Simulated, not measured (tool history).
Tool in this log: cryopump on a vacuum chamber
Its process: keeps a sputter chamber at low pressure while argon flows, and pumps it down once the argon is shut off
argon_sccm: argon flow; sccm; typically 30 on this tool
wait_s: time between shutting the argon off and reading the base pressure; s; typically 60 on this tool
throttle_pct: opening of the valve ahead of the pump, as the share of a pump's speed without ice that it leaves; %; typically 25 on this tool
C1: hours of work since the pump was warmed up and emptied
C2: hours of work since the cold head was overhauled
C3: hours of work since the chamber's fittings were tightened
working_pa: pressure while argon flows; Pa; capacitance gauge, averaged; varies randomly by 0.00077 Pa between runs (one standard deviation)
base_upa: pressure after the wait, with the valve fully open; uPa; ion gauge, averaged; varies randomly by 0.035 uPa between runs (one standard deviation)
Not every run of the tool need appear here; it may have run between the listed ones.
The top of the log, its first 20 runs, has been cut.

Run 21, hour 1482.9: usual settings but argon_sccm 23 sccm, wait_s 47 s, throttle_pct 36 %; C1 375; C2 2803; C3 1085. Result: working_pa 0.0920 Pa, base_upa 3.00 uPa.
At hour 1504.4: pump warmed up, emptied and cooled again.
Run 22, hour 1547.4: usual settings but argon_sccm 24 sccm, wait_s 188 s; C1 26; C2 2838; C3 1120. Result: working_pa 0.1185 Pa, base_upa 1.11 uPa.
Run 23, hour 1638.0: usual settings but argon_sccm 16 sccm, wait_s 35 s, throttle_pct 41 %; C1 80; C2 2893; C3 1175. Result: working_pa 0.0497 Pa, base_upa 3.56 uPa.
Run 24, hour 1724.6: usual settings but argon_sccm 17 sccm; C1 132; C2 2945; C3 1226. Result: working_pa 0.0851 Pa, base_upa 2.41 uPa.
Run 25, hour 1817.3: usual settings but argon_sccm 17 sccm, wait_s 35 s; C1 187; C2 3000; C3 1282. Result: working_pa 0.0881 Pa, base_upa 3.56 uPa.
Run 26, hour 1879.1: usual settings but argon_sccm 43 sccm, wait_s 122 s, throttle_pct 26 %; C1 224; C2 3037; C3 1319. Result: working_pa 0.2137 Pa, base_upa 1.65 uPa.
Run 27, hour 1934.5: usual settings but argon_sccm 43 sccm, wait_s 122 s, throttle_pct 26 %; C1 257; C2 3070; C3 1352. Result: working_pa 0.2184 Pa, base_upa 1.65 uPa.
Run 28, hour 2036.1: usual settings but argon_sccm 12 sccm, wait_s 95 s, throttle_pct 51 %; C1 318; C2 3131; C3 1413. Result: working_pa 0.0346 Pa, base_upa 1.95 uPa.
Run 29, hour 2122.7: usual settings but argon_sccm 12 sccm, wait_s 95 s, throttle_pct 51 %; C1 370; C2 3183; C3 1465. Result: working_pa 0.0365 Pa, base_upa 2.05 uPa.
At hour 2152.3: pump warmed up, emptied and cooled again.
Run 30, hour 2191.4: usual settings but argon_sccm 12 sccm, wait_s 95 s, throttle_pct 51 %; C1 23; C2 3221; C3 1503. Result: working_pa 0.0295 Pa, base_upa 1.79 uPa.
Run 31, hour 2252.0: usual settings but argon_sccm 17 sccm; C1 60; C2 3257; C3 1539. Result: working_pa 0.0843 Pa, base_upa 2.41 uPa.
Run 32, hour 2324.2: usual settings but argon_sccm 17 sccm; C1 103; C2 3300; C3 1582. Result: working_pa 0.0856 Pa, base_upa 2.50 uPa.
Run 33, hour 2375.6: usual settings but argon_sccm 17 sccm; C1 134; C2 3331; C3 1613. Result: working_pa 0.0862 Pa, base_upa 2.62 uPa.

Forecast each of these 4 alternatives for the next run:
Run A, hour 2423.6: usual settings but argon_sccm 34 sccm, throttle_pct 30 %; C1 162; C2 3360; C3 1642. Result: working_pa ?, base_upa ?.
Run B, hour 2423.6: usual settings but argon_sccm 17 sccm, wait_s 90 s, throttle_pct 23 %; C1 162; C2 3360; C3 1642. Result: working_pa ?, base_upa ?.
Run C, hour 2423.6: usual settings but argon_sccm 41 sccm; C1 162; C2 3360; C3 1642. Result: working_pa ?, base_upa ?.
Run D, hour 2423.6: usual settings but argon_sccm 13 sccm, wait_s 199 s; C1 162; C2 3360; C3 1642. Result: working_pa ?, base_upa ?.

run  working_pa  base_upa
  A      0.1460      2.59
  B      0.0943      2.02
  C      0.2087      2.58
  D      0.0659      1.34
Without the tool's hidden state the same runs would have given:
run  working_pa  base_upa
  A      0.1376      1.93
  B      0.0901      1.36
  C      0.1986      1.92
  D      0.0627      0.70

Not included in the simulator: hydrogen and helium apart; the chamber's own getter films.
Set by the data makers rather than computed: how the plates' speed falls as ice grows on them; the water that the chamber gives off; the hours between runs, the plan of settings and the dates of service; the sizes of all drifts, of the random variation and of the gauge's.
